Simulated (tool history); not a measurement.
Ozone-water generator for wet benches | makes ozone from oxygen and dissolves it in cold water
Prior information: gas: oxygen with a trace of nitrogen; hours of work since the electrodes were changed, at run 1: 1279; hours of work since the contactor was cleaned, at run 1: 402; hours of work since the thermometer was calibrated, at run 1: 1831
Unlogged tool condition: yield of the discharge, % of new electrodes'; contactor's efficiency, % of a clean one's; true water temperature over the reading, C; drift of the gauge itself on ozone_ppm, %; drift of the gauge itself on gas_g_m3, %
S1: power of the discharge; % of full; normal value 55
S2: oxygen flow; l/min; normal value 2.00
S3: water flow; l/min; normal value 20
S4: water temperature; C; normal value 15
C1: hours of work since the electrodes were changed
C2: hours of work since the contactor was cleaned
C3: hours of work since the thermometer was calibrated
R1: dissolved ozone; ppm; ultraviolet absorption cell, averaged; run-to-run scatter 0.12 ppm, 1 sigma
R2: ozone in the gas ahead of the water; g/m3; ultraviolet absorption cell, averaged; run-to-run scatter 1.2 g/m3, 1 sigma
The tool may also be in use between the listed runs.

Run 1, day 0.000: usual settings; C1 1279; C2 402; C3 1831. Result: R1 10.1 ppm, R2 215.9 g/m3.
Run 2, day 2.108: usual settings; C1 1322; C2 445; C3 1874. Result: R1 10.0 ppm, R2 214.3 g/m3.
Run 3, day 5.462: usual settings; C1 1391; C2 513; C3 1943. Result: R1 10.2 ppm, R2 214.6 g/m3.
Run 4, day 8.992: usual settings; C1 1463; C2 585; C3 2015. Result: R1 10.0 ppm, R2 213.2 g/m3.
Run 5, day 12.475: usual settings but S2 2.37 l/min; C1 1534; C2 656; C3 2086. Result: R1 10.4 ppm, R2 195.4 g/m3.
Run 6, day 15.429: usual settings; C1 1594; C2 717; C3 2146. Result: R1 9.8 ppm, R2 213.0 g/m3.
Run 7, day 18.862: usual settings but S4 7 C; C1 1664; C2 787; C3 2216. Result: R1 10.4 ppm, R2 213.5 g/m3.
Run 8, day 22.000: usual settings but S4 7 C; C1 1728; C2 851; C3 2281. Result: R1 10.5 ppm, R2 210.8 g/m3.
Run 9, day 25.221: usual settings but S4 7 C; C1 1794; C2 917; C3 2346. Result: R1 10.5 ppm, R2 210.5 g/m3.
Run 10, day 27.508: usual settings but S4 19 C; C1 1841; C2 963; C3 2393. Result: R1 9.5 ppm, R2 211.7 g/m3.
Run 11, day 29.750: usual settings but S2 1.06 l/min, S4 19 C; C1 1887; C2 1009; C3 2439. Result: R1 8.0 ppm, R2 298.8 g/m3.
Run 12, day 32.979: usual settings but S4 7 C; C1 1952; C2 1075; C3 2505. Result: R1 10.5 ppm, R2 211.9 g/m3.
Run 13, day 34.671: usual settings; C1 1987; C2 1110; C3 2539. Result: R1 9.9 ppm, R2 211.9 g/m3.
Run 14, day 37.521: usual settings; C1 2045; C2 1168; C3 2597. Result: R1 9.9 ppm, R2 212.5 g/m3.
Run 15, day 40.033: usual settings; C1 2096; C2 1219; C3 2649. Result: R1 9.7 ppm, R2 212.1 g/m3.
At day 40.567: contactor cleaned.
Run 16, day 43.542: usual settings but S2 2.19 l/min; C1 2165; C2 61; C3 2717. Result: R1 10.0 ppm, R2 201.0 g/m3.
Run 17, day 46.625: usual settings but S1 98 % of full, S4 10 C; C1 2228; C2 124; C3 2780. Result: R1 16.4 ppm, R2 348.3 g/m3.
Run 18, day 49.108: usual settings but S1 49 % of full, S4 12 C; C1 2278; C2 174; C3 2831. Result: R1 9.0 ppm, R2 190.7 g/m3.
Run 19, day 52.304: usual settings but S1 84 % of full, S2 2.80 l/min, S3 18 l/min, S4 9 C; C1 2344; C2 240; C3 2896. Result: R1 17.7 ppm, R2 253.0 g/m3.
Run 20, day 54.367: usual settings but S1 76 % of full, S2 1.56 l/min, S3 23 l/min, S4 22 C; C1 2386; C2 282; C3 2938. Result: R1 9.8 ppm, R2 318.4 g/m3.
Run 21, day 57.088: usual settings but S4 9 C; C1 2441; C2 337; C3 2993. Result: R1 9.8 ppm, R2 211.9 g/m3.
At day 57.458: contactor cleaned, once more.
Run 22, day 59.029: usual settings but S3 14 l/min, S4 13 C; C1 2477; C2 32; C3 3030. Result: R1 14.7 ppm, R2 212.3 g/m3.
Run 23, day 60.742: usual settings but S3 14 l/min, S4 13 C; C1 2512; C2 67; C3 3065. Result: R1 14.8 ppm, R2 210.7 g/m3.
Run 24, day 62.688: usual settings but S1 78 % of full, S3 14 l/min, S4 13 C; C1 2552; C2 107; C3 3104. Result: R1 20.1 ppm, R2 284.8 g/m3.
Run 25, day 65.288: usual settings but S1 53 % of full, S2 3.38 l/min, S3 19 l/min, S4 13 C; C1 2605; C2 160; C3 3157. Result: R1 11.3 ppm, R2 151.0 g/m3.
Run 26, day 68.067: usual settings but S1 82 % of full, S2 3.38 l/min, S3 13 l/min, S4 13 C; C1 2662; C2 217; C3 3214. Result: R1 23.9 ppm, R2 223.3 g/m3.
Run 27, day 71.800: usual settings but S1 82 % of full, S2 1.85 l/min, S3 22 l/min, S4 11 C; C1 2738; C2 293; C3 3290. Result: R1 12.4 ppm, R2 305.4 g/m3.
Run 28, day 74.838: usual settings but S1 82 % of full, S2 1.85 l/min, S3 22 l/min, S4 11 C; C1 2800; C2 355; C3 3352. Result: R1 12.3 ppm, R2 304.4 g/m3.
Run 29, day 77.992: usual settings but S1 50 % of full, S2 2.37 l/min, S3 16 l/min; C1 2865; C2 419; C3 3417. Result: R1 11.8 ppm, R2 174.5 g/m3.
Run 30, day 79.842: usual settings but S1 53 % of full, S2 1.05 l/min, S3 30 l/min; C1 2902; C2 457; C3 3455. Result: R1 4.7 ppm, R2 282.8 g/m3.
Run 31, day 82.317: usual settings but S1 78 % of full, S2 2.95 l/min, S3 30 l/min; C1 2953; C2 508; C3 3505. Result: R1 9.2 ppm, R2 227.8 g/m3.
Run 32, day 84.054: usual settings but S1 44 % of full, S2 2.81 l/min, S4 7 C; C1 2988; C2 543; C3 3541. Result: R1 9.2 ppm, R2 143.5 g/m3.

For each entry between runs, how does the tool's hidden state at the last listed run before it compare with that at the first listed run after it?
From run 15 to run 16: contactor cleaned (day 40.567)
  yield of the discharge, % of new electrodes': 94.9 -> 94.8; contactor's efficiency, % of a clean one's: 97.3 -> 96.2
  the result without the hidden state subtracted from the measured one, R1: -0.6 -> -0.7 ppm; R2: -8.9 -> -8.7 g/m3
From run 21 to run 22: contactor cleaned, once more (day 57.458)
  yield of the discharge, % of new electrodes': 94.2 -> 94.1; contactor's efficiency, % of a clean one's: 96 -> 98.7; true water temperature over the reading, C: 0.16 -> 0.17
  the result without the hidden state subtracted from the measured one, R1: -0.8 -> -0.9 ppm; R2: -10.3 -> -10.4 g/m3

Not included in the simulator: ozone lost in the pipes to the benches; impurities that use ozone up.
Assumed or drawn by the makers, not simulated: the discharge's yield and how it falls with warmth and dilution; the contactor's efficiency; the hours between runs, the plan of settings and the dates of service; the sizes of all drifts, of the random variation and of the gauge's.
